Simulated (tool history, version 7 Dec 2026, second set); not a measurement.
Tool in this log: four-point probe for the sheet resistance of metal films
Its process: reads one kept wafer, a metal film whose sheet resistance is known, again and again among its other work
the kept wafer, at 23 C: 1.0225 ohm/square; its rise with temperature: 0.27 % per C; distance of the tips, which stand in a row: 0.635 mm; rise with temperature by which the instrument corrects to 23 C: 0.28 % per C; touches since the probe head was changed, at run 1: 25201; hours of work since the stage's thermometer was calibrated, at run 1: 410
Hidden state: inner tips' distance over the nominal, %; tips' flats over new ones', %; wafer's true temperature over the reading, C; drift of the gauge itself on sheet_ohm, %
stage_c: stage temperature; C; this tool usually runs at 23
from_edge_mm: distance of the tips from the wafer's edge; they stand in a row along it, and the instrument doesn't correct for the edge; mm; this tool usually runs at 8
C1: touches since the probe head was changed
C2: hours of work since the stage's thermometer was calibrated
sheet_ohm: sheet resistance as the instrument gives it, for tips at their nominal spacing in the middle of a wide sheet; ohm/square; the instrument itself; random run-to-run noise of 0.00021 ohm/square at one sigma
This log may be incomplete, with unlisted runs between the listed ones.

Run 1, hour 0: usual settings; C1 25201; C2 410. Result: sheet_ohm 1.025976 ohm/square.
Run 2, hour 25.1: usual settings; C1 25972; C2 422. Result: sheet_ohm 1.025965 ohm/square.
Run 3, hour 45: usual settings; C1 26582; C2 431. Result: sheet_ohm 1.026116 ohm/square.
Run 4, hour 70.2: usual settings; C1 27358; C2 443. Result: sheet_ohm 1.025781 ohm/square.
Run 5, hour 86: usual settings; C1 27842; C2 450. Result: sheet_ohm 1.025978 ohm/square.
Run 6, hour 97: usual settings but stage_c 22 C; C1 28181; C2 455. Result: sheet_ohm 1.026215 ohm/square.
Run 7, hour 113.4: usual settings; C1 28681; C2 463. Result: sheet_ohm 1.02641 ohm/square.
Run 8, hour 129.3: usual settings; C1 29170; C2 470. Result: sheet_ohm 1.025424 ohm/square.
Run 9, hour 147.5: usual settings but stage_c 30 C; C1 29731; C2 478. Result: sheet_ohm 1.025328 ohm/square.
Run 10, hour 165.1: usual settings but stage_c 30 C; C1 30271; C2 486. Result: sheet_ohm 1.025145 ohm/square.
Run 11, hour 177: usual settings but stage_c 30 C; C1 30637; C2 492. Result: sheet_ohm 1.025623 ohm/square.
Run 12, hour 201.8: usual settings but stage_c 22 C; C1 31397; C2 503. Result: sheet_ohm 1.025983 ohm/square.
Run 13, hour 223: usual settings but stage_c 22 C, from_edge_mm 3 mm; C1 32049; C2 513. Result: sheet_ohm 1.046356 ohm/square.
Run 14, hour 240: usual settings but stage_c 20 C, from_edge_mm 3 mm; C1 32571; C2 521. Result: sheet_ohm 1.046979 ohm/square.
Run 15, hour 254.5: usual settings but stage_c 25 C, from_edge_mm 3 mm; C1 33015; C2 528. Result: sheet_ohm 1.046424 ohm/square.
Run 16, hour 265.8: usual settings but stage_c 25 C, from_edge_mm 3 mm; C1 33363; C2 533. Result: sheet_ohm 1.046191 ohm/square.
Run 17, hour 289.5: usual settings but stage_c 25 C, from_edge_mm 3 mm; C1 34092; C2 544. Result: sheet_ohm 1.046412 ohm/square.
Run 18, hour 308.4: usual settings but stage_c 25 C, from_edge_mm 3 mm; C1 34671; C2 552. Result: sheet_ohm 1.046484 ohm/square.
Run 19, hour 327.9: usual settings but stage_c 32 C; C1 35270; C2 561. Result: sheet_ohm 1.02498 ohm/square.
Run 20, hour 342.5: usual settings but stage_c 32 C; C1 35718; C2 568. Result: sheet_ohm 1.024971 ohm/square.
Run 21, hour 358.8: usual settings but stage_c 34 C; C1 36218; C2 576. Result: sheet_ohm 1.024931 ohm/square.
Run 22, hour 381.7: usual settings; C1 36921; C2 586. Result: sheet_ohm 1.026285 ohm/square.
Run 23, hour 398.6: usual settings but stage_c 20 C; C1 37440; C2 594. Result: sheet_ohm 1.026091 ohm/square.
Run 24, hour 411.6: usual settings but stage_c 19 C, from_edge_mm 16 mm; C1 37840; C2 600. Result: sheet_ohm 1.023768 ohm/square.
Run 25, hour 428.3: usual settings but from_edge_mm 9 mm; C1 38352; C2 608. Result: sheet_ohm 1.025183 ohm/square.
Run 26, hour 449.6: usual settings but from_edge_mm 5 mm; C1 39007; C2 618. Result: sheet_ohm 1.031007 ohm/square.

Run 27 has not been measured yet. What should we expect?
Run 27, hour 474.1: usual settings but stage_c 31 C, from_edge_mm 7 mm; C1 39760; C2 629. Result: sheet_ohm ?.

{"run 27": {"sheet_ohm": 1.026712}}
With the hidden condition absent and the run-to-run variation left alone, this run would have shown sheet_ohm 1.026677 ohm/square.
